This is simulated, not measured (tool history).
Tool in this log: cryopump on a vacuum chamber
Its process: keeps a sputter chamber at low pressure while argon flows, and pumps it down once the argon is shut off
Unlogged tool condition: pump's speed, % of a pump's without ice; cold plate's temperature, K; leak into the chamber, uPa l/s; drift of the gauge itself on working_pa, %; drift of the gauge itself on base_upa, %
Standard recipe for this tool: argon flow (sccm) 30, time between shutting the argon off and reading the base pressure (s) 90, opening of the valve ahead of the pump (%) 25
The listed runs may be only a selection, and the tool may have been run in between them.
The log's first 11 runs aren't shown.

| run | day | argon flow (sccm) | time between shutting the argon off and reading the base pressure (s) | opening of the valve ahead of the pump (%) | hours of work since the pump was warmed up and emptied | hours of work since the cold head was overhauled | hours of work since the chamber's fittings were tightened | pressure while argon flows (Pa) | pressure after the wait (uPa) |
|---|---|---|---|---|---|---|---|---|---|
| 12 | 39.042 | 30 | 260 | 25 | 79 | 3453 | 1868 | 0.1511 | 2.02 |
| 13 | 42.779 | 30 | 260 | 25 | 149 | 3524 | 1938 | 0.1525 | 2.13 |
| 14 | 46.588 | 30 | 180 | 25 | 221 | 3595 | 2010 | 0.1519 | 2.34 |
| 15 | 51.025 | 30 | 117 | 25 | 305 | 3679 | 2094 | 0.1542 | 2.84 |
| 16 | 53.8 | 30 | 117 | 25 | 357 | 3731 | 2146 | 0.1553 | 2.76 |
| 17 | 57.371 | 30 | 90 | 21 | 424 | 3799 | 2213 | 0.1848 | 3.14 |
| 18 | 59.675 | 26 | 90 | 31 | 468 | 3842 | 2257 | 0.11 | 3.24 |
| 19 | 63.462 | 26 | 90 | 31 | 539 | 3913 | 2328 | 0.111 | 3.37 |
| 20 | 67.479 | 37 | 27 | 25 | 615 | 3989 | 2404 | 0.1962 | 5.62 |
| 21 | 69.521 | 16 | 35 | 59 | 653 | 4027 | 2442 | 0.0385 | 4.96 |
| 22 | 72.629 | 30 | 21 | 25 | 712 | 4086 | 2501 | 0.1609 | 6.57 |
| 23 | 75.308 | 37 | 176 | 29 | 762 | 4136 | 2551 | 0.1748 | 3.34 |
|  | 76.883 | pump warmed up, emptied and cooled again |
| 24 | 77.408 | 38 | 85 | 20 | 10 | 4172 | 2587 | 0.235 | 3.18 |
| 25 | 79.233 | 18 | 48 | 20 | 44 | 4206 | 2621 | 0.1125 | 3.88 |
| 26 | 83.171 | 18 | 78 | 20 | 118 | 4281 | 2695 | 0.1129 | 3.49 |

Estimate the outcome of run 27 from the log above:
| 27 | 85.85 | 18 | 78 | 20 | 169 | 4331 | 2746 | ? | ? |

For run 27 the tool returned pressure while argon flows (Pa) 0.1143, pressure after the wait (uPa) 3.53.
If the tool had no hidden condition, the same run with the same run-to-run variation would have returned pressure while argon flows (Pa) 0.1116, pressure after the wait (uPa) 1.28.
